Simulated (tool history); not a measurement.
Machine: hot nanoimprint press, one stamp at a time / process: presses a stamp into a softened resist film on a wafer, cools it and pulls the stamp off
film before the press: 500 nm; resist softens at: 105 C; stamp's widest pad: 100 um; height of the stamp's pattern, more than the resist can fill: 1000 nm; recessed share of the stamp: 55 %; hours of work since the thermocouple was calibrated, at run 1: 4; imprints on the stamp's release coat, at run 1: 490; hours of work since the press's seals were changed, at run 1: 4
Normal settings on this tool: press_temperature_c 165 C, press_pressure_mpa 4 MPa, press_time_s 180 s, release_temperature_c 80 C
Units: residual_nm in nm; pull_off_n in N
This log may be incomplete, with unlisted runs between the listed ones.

run     day  press_temperature_c  press_pressure_mpa  press_time_s  release_temperature_c  hours of work since the thermocouple was calibrated  imprints on the stamp's release coat  hours of work since the press's seals were changed  residual_nm  pull_off_n
  1       0                  165                   4           180                     80                                                    4                                   490                                                   4        176.2         176
  2   2.471                  154                   4           180                     80                                                   47                                   710                                                  47        329.6         175
  3   5.867                  154                   4           180                     80                                                  105                                  1013                                                 105        325.1         179
  4   9.775                  154                   4           180                     80                                                  172                                  1361                                                 172        328.4         177
  5  12.221                  165                   4           180                     80                                                  214                                  1579                                                 214        174.8         178
     15.883  -- stamp cleaned and given a new release coat
  6  16.038                  165                   4           180                     80                                                  275                                    14                                                 275        175.7         180
  7  18.079                  165                   4           180                     80                                                  310                                   196                                                 310        175.8         176
     21.479  -- plate thermocouple calibrated
  8  21.479                  165                   4           180                     80                                                    0                                   488                                                 366        176.3         180
  9  25.417                  165                   4           180                     80                                                   67                                   838                                                 434        175.9         181
 10   28.15                  165                   4           180                     80                                                  114                                  1082                                                 481        175.5         181
 11  29.925                  172                   4           180                     80                                                  145                                  1240                                                 511        116.2         178
 12  31.996                  172                   4           180                     80                                                  180                                  1424                                                 547        116.2         177
 13  34.362                  172                   4           180                     80                                                  221                                  1634                                                 587        116.4         175
     37.338  -- stamp cleaned and given a new release coat
 14  38.017                  172                   4           180                     80                                                  279                                    61                                                 646        115.7         179
 15   40.05                  165                   4           180                     67                                                  314                                   242                                                 680        175.9         198
 16  42.129                  165                   4           180                     67                                                  350                                   427                                                 716        175.1         195
     43.208  -- plate thermocouple calibrated
 17  46.483                  161                4.83           322                     80                                                   56                                   803                                                 789        161.7         181
 18  49.954                  161                4.83           322                     80                                                  116                                  1112                                                 848        161.3         179
 19  53.958                  155                   4           180                     73                                                  184                                  1469                                                 917        310.6         188
 20  58.104                  155                   4           180                     73                                                  255                                  1838                                                 988        310.6         188
     58.729  -- stamp cleaned and given a new release coat
 21  61.771                  155                   4           261                     79                                                  314                                   271                                                1046        276.7         179
     65.158  -- plate thermocouple calibrated
 22  65.962                  155                4.21           261                     66                                                   14                                   633                                                1116        271.5         191
 23  69.475                  167                   4           110                     80                                                   74                                   946                                                1176        192.4         179
     72.296  -- press's hydraulic seals changed and the load cell set to zero
 24  73.538                  165                5.16           119                     80                                                  138                                  1278                                                  21        185.9         175
 25  75.392                  165                5.16           119                     80                                                  170                                  1443                                                  53        186.9         183
 26  78.433                  157                3.05           343                     80                                                  222                                  1714                                                 105        247.9         178
     80.604  -- stamp cleaned and given a new release coat
 27  82.788                  157                3.05           343                     80                                                  292                                   194                                                 176        247.1         179
 28  86.775                  165                2.63           180                     66                                                  361                                   549                                                 244        212.5         196
       87.5  -- plate thermocouple calibrated
 29  89.179                  165                2.63           100                     66                                                   29                                   752                                                 283        265.2         195

Alternative continuations, all from the tool just after run 29; predict every row:
  A  92.454                  162                2.92           100                     66                                                   85                                  1044                                                 339            ?           ?
  B  92.454                  165                3.15           227                     80                                                   85                                  1044                                                 339            ?           ?
  C  92.454                  166                2.63           273                     83                                                   85                                  1044                                                 339            ?           ?
  D  92.454                  155                2.63           100                     66                                                   85                                  1044                                                 339            ?           ?

run  residual_nm  pull_off_n
  A        295.8         194
  B          180         180
  C        169.3         175
  D        400.6         195
Had the tool no hidden state, the same runs would have come out as:
run  residual_nm  pull_off_n
  A        295.8         193
  B          180         179
  C        169.4         175
  D        400.6         195

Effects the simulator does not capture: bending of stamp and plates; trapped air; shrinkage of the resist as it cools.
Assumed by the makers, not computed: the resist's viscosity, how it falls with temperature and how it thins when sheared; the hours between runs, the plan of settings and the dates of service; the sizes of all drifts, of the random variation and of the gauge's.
